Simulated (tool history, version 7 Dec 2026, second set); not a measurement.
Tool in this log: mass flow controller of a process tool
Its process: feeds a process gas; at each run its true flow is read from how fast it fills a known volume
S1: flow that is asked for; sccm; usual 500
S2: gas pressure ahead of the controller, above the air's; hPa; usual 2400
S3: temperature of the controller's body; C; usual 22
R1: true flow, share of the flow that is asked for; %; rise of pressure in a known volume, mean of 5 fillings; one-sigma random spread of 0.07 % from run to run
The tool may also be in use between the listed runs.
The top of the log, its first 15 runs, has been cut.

run    hour   S1    S2  S3     R1
 16   789.3  500  2400  33  97.86
 17   836.5  500  2400  33  97.89
 18   884.9  500  2400  33  97.91
 19   927.4  500  2400  33  97.93
 20   978.3  168  2530  33  96.87
 21  1010.1  169  2400  22  97.41
 22  1056.4  195  2400  33  96.69
 23  1108.4  195  2400  33  96.68
 24  1158.2  139  2400  37  96.19
 25  1206.5  500  1950  34  97.59
     1213.6  -- controller's zero set anew
 26  1277.8  687  1800  34  98.08
 27    1322  278  1820  27  97.13
       1346  -- controller's zero set anew, once more
 28  1373.8  202  2510  22  97.95
 29  1416.2  202  2510  22  97.91
 30  1480.1  423  2510  31  98.04
 31    1553  296  1460  31  96.96
 32  1608.8  121  1460  30  96.35
 33  1650.9  121  2520  30  96.99
 34  1692.2  500  1730  22  98.57
 35  1728.8  183  1700  22  97.51
 36  1765.5  329  2340  26  97.98

Each row is a separate what-if for the run after 36, all from the same tool condition, not one after another. Results?
  A  1818.2  500  2400  29   ?
  B  1818.2  648  2740  30   ?
  C  1818.2  121  2150  26   ?
  D  1818.2  691  1470  34   ?
  E  1818.2  141  2340  30   ?

run     R1
  A  98.33
  B  99.04
  C     97
  D  98.18
  E  96.91
With no hidden state in the tool, these same runs would have given:
run     R1
  A  98.28
  B  98.98
  C   97.2
  D  98.11
  E  97.06
